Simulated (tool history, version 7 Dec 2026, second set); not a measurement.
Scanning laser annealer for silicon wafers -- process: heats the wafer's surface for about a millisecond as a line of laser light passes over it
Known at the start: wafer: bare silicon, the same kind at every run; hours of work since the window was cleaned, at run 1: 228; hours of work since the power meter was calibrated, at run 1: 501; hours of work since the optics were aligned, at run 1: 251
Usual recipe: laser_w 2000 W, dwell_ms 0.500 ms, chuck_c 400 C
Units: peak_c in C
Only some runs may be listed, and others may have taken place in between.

run   hour  laser_w  dwell_ms  chuck_c  hours of work since the window was cleaned  hours of work since the power meter was calibrated  hours of work since the optics were aligned  peak_c
  1    0.0     2000     0.500      400                                         228                                                 501                                          251    1126
  2   22.7     2000     0.443      400                                         242                                                 516                                          266    1083
  3   56.9     2000     0.443      400                                         264                                                 538                                          288    1085
  4   92.0     2000     0.500      400                                         287                                                 560                                          311    1125
  5  123.7     2000     0.500      400                                         308                                                 581                                          332    1124
  6  152.6     2000     0.500      400                                         326                                                 600                                          350    1124
  7  174.6     2000     0.500      400                                         341                                                 614                                          365    1119
  8  191.9     2059     0.500      400                                         352                                                 625                                          376    1143
  9  219.8     2059     0.500      400                                         370                                                 643                                          394    1143
 10  245.8     2059     0.500      400                                         387                                                 660                                          411    1141
 11  278.0     2059     0.525      400                                         408                                                 681                                          432    1163
 12  293.2     2059     0.525      400                                         418                                                 691                                          441    1160
 13  322.6     2059     0.525      400                                         437                                                 710                                          460    1158
 14  358.8     2059     0.525      400                                         460                                                 733                                          484    1154
 15  389.1     2059     0.525      400                                         480                                                 753                                          504    1157
 16  419.7     1921     0.525      368                                         499                                                 773                                          523    1063
 17  449.4     1921     0.525      368                                         519                                                 792                                          543    1065
 18  485.4     1921     0.525      368                                         542                                                 815                                          566    1063
 19  506.5     1994     0.484      431                                         556                                                 829                                          580    1129

Here are 5 independent what-if runs from the current tool condition. What would each one return?
  A  535.9     1873     0.484      391                                         575                                                 848                                          599       ?
  B  535.9     2000     0.469      390                                         575                                                 848                                          599       ?
  C  535.9     1813     0.484      418                                         575                                                 848                                          599       ?
  D  535.9     1924     0.500      392                                         575                                                 848                                          599       ?
  E  535.9     1734     0.500      416                                         575                                                 848                                          599       ?

run  peak_c
  A    1040
  B    1078
  C    1038
  D    1069
  E    1015
Take away the tool's hidden state, keep each run's random variation, and the runs would have read:
run  peak_c
  A    1071
  B    1111
  C    1068
  D    1102
  E    1044
